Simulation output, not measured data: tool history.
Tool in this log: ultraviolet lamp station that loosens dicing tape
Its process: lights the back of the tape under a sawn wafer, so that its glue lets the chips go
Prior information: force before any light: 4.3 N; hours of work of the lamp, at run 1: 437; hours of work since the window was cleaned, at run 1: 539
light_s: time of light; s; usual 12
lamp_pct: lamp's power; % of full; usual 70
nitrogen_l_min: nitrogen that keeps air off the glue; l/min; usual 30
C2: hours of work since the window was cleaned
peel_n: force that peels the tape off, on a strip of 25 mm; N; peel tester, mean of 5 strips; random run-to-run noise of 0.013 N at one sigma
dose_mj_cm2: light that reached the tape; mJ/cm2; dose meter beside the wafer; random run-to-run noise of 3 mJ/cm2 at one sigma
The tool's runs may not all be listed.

Run 1, hour 0: usual settings; hours of work of the lamp 437; C2 539. Result: peel_n 0.764 N, dose_mj_cm2 376 mJ/cm2.
Run 2, hour 17.8: usual settings; hours of work of the lamp 449; C2 551. Result: peel_n 0.778 N, dose_mj_cm2 369 mJ/cm2.
Run 3, hour 36.5: usual settings; hours of work of the lamp 461; C2 563. Result: peel_n 0.741 N, dose_mj_cm2 369 mJ/cm2.
Run 4, hour 62.2: usual settings but lamp_pct 97 % of full; hours of work of the lamp 478; C2 580. Result: peel_n 0.46 N, dose_mj_cm2 513 mJ/cm2.
At hour 64.2: window cleaned of glue's vapour.
Run 5, hour 84.2: usual settings; hours of work of the lamp 492; C2 13. Result: peel_n 0.712 N, dose_mj_cm2 388 mJ/cm2.
Run 6, hour 110.5: usual settings; hours of work of the lamp 509; C2 30. Result: peel_n 0.759 N, dose_mj_cm2 388 mJ/cm2.
Run 7, hour 133.9: usual settings but light_s 13 s; hours of work of the lamp 524; C2 46. Result: peel_n 0.65 N, dose_mj_cm2 413 mJ/cm2.
Run 8, hour 152.5: usual settings but light_s 7 s; hours of work of the lamp 537; C2 58. Result: peel_n 1.441 N, dose_mj_cm2 221 mJ/cm2.
Run 9, hour 178.5: usual settings; hours of work of the lamp 554; C2 75. Result: peel_n 0.752 N, dose_mj_cm2 378 mJ/cm2.
Run 10, hour 191.9: usual settings; hours of work of the lamp 562; C2 84. Result: peel_n 0.76 N, dose_mj_cm2 377 mJ/cm2.
Run 11, hour 217.2: usual settings but lamp_pct 92 % of full; hours of work of the lamp 579; C2 100. Result: peel_n 0.511 N, dose_mj_cm2 496 mJ/cm2.
Run 12, hour 242.5: usual settings but lamp_pct 92 % of full; hours of work of the lamp 596; C2 117. Result: peel_n 0.517 N, dose_mj_cm2 490 mJ/cm2.
Run 13, hour 259: usual settings but lamp_pct 92 % of full; hours of work of the lamp 606; C2 128. Result: peel_n 0.483 N, dose_mj_cm2 495 mJ/cm2.
Run 14, hour 279.1: usual settings but lamp_pct 92 % of full; hours of work of the lamp 620; C2 141. Result: peel_n 0.479 N, dose_mj_cm2 488 mJ/cm2.
Run 15, hour 293.9: usual settings but light_s 20 s, lamp_pct 92 % of full; hours of work of the lamp 629; C2 150. Result: peel_n 0.215 N, dose_mj_cm2 805 mJ/cm2.
Run 16, hour 309.9: usual settings but nitrogen_l_min 11 l/min; hours of work of the lamp 640; C2 161. Result: peel_n 1.255 N, dose_mj_cm2 367 mJ/cm2.
Run 17, hour 327.3: usual settings but nitrogen_l_min 11 l/min; hours of work of the lamp 651; C2 172. Result: peel_n 1.299 N, dose_mj_cm2 368 mJ/cm2.
Run 18, hour 353.8: usual settings but nitrogen_l_min 11 l/min; hours of work of the lamp 669; C2 190. Result: peel_n 1.263 N, dose_mj_cm2 365 mJ/cm2.
Run 19, hour 375.1: usual settings but nitrogen_l_min 11 l/min; hours of work of the lamp 683; C2 204. Result: peel_n 1.251 N, dose_mj_cm2 365 mJ/cm2.
Run 20, hour 387.4: usual settings but nitrogen_l_min 11 l/min; hours of work of the lamp 691; C2 212. Result: peel_n 1.23 N, dose_mj_cm2 365 mJ/cm2.
Run 21, hour 399.5: usual settings; hours of work of the lamp 699; C2 220. Result: peel_n 0.793 N, dose_mj_cm2 359 mJ/cm2.
Run 22, hour 413.2: usual settings; hours of work of the lamp 708; C2 229. Result: peel_n 0.828 N, dose_mj_cm2 357 mJ/cm2.
Run 23, hour 432.9: usual settings; hours of work of the lamp 720; C2 242. Result: peel_n 0.822 N, dose_mj_cm2 358 mJ/cm2.
Run 24, hour 451.6: usual settings but light_s 11 s, lamp_pct 81 % of full, nitrogen_l_min 9 l/min; hours of work of the lamp 733; C2 254. Result: peel_n 1.309 N, dose_mj_cm2 378 mJ/cm2.
Run 25, hour 480.1: usual settings but light_s 14 s; hours of work of the lamp 751; C2 273. Result: peel_n 0.66 N, dose_mj_cm2 413 mJ/cm2.
Run 26, hour 502.2: usual settings but lamp_pct 72 % of full, nitrogen_l_min 45 l/min; hours of work of the lamp 766; C2 287. Result: peel_n 0.654 N, dose_mj_cm2 365 mJ/cm2.
Run 27, hour 524.1: usual settings but light_s 23 s, lamp_pct 72 % of full, nitrogen_l_min 12 l/min; hours of work of the lamp 780; C2 301. Result: peel_n 0.464 N, dose_mj_cm2 694 mJ/cm2.
Run 28, hour 543.1: usual settings but light_s 23 s, lamp_pct 72 % of full, nitrogen_l_min 12 l/min; hours of work of the lamp 793; C2 314. Result: peel_n 0.456 N, dose_mj_cm2 681 mJ/cm2.
Run 29, hour 563.9: usual settings but light_s 7 s, lamp_pct 72 % of full, nitrogen_l_min 57 l/min; hours of work of the lamp 806; C2 327. Result: peel_n 1.298 N, dose_mj_cm2 206 mJ/cm2.
Run 30, hour 577.8: usual settings but light_s 7 s, lamp_pct 72 % of full, nitrogen_l_min 57 l/min; hours of work of the lamp 815; C2 337. Result: peel_n 1.357 N, dose_mj_cm2 206 mJ/cm2.
Run 31, hour 603.3: usual settings but light_s 23 s, lamp_pct 72 % of full, nitrogen_l_min 34 l/min; hours of work of the lamp 832; C2 353. Result: peel_n 0.267 N, dose_mj_cm2 676 mJ/cm2.
Run 32, hour 619.5: usual settings but light_s 14 s, lamp_pct 82 % of full, nitrogen_l_min 34 l/min; hours of work of the lamp 843; C2 364. Result: peel_n 0.51 N, dose_mj_cm2 468 mJ/cm2.
Run 33, hour 648.6: usual settings but light_s 8 s, lamp_pct 97 % of full, nitrogen_l_min 34 l/min; hours of work of the lamp 862; C2 383. Result: peel_n 0.88 N, dose_mj_cm2 313 mJ/cm2.
Run 34, hour 677.7: usual settings but light_s 8 s, lamp_pct 99 % of full, nitrogen_l_min 19 l/min; hours of work of the lamp 881; C2 402. Result: peel_n 1.234 N, dose_mj_cm2 319 mJ/cm2.
Run 35, hour 692.3: usual settings but light_s 11 s, lamp_pct 77 % of full, nitrogen_l_min 43 l/min; hours of work of the lamp 890; C2 412. Result: peel_n 0.768 N, dose_mj_cm2 341 mJ/cm2.
Run 36, hour 717.6: usual settings but light_s 16 s; hours of work of the lamp 907; C2 428. Result: peel_n 0.578 N, dose_mj_cm2 442 mJ/cm2.
Run 37, hour 739: usual settings but lamp_pct 69 % of full, nitrogen_l_min 32 l/min; hours of work of the lamp 921; C2 442. Result: peel_n 0.89 N, dose_mj_cm2 328 mJ/cm2.
Run 38, hour 766: usual settings but light_s 8 s, lamp_pct 61 % of full, nitrogen_l_min 43 l/min; hours of work of the lamp 939; C2 460. Result: peel_n 1.566 N, dose_mj_cm2 193 mJ/cm2.
Run 39, hour 784.1: usual settings but light_s 8 s, lamp_pct 61 % of full, nitrogen_l_min 43 l/min; hours of work of the lamp 951; C2 472. Result: peel_n 1.567 N, dose_mj_cm2 189 mJ/cm2.
Run 40, hour 798.5: usual settings but light_s 8 s, lamp_pct 61 % of full, nitrogen_l_min 43 l/min; hours of work of the lamp 960; C2 481. Result: peel_n 1.61 N, dose_mj_cm2 191 mJ/cm2.
Run 41, hour 816: usual settings but light_s 8 s, lamp_pct 61 % of full, nitrogen_l_min 43 l/min; hours of work of the lamp 971; C2 493. Result: peel_n 1.612 N, dose_mj_cm2 191 mJ/cm2.
Run 42, hour 842.6: usual settings but light_s 22 s, lamp_pct 64 % of full, nitrogen_l_min 16 l/min; hours of work of the lamp 989; C2 510. Result: peel_n 0.574 N, dose_mj_cm2 544 mJ/cm2.
Run 43, hour 867.6: usual settings but lamp_pct 74 % of full, nitrogen_l_min 24 l/min; hours of work of the lamp 1005; C2 527. Result: peel_n 0.97 N, dose_mj_cm2 345 mJ/cm2.

Across each entry between runs, compare the hidden state at the last listed run before it with the hidden state at the first listed run after it:
Logged between run 4 and run 5: window cleaned of glue's vapour (hour 64.2)
  lamp's light, % of a new lamp's: 89.1 -> 88.8; light that the window lets through, % of a clean one's: 94.4 -> 99.1
  measured result minus the result with no hidden state, peel_n: +0.12 -> +0.134 N; dose_mj_cm2: -97 -> -52 mJ/cm2
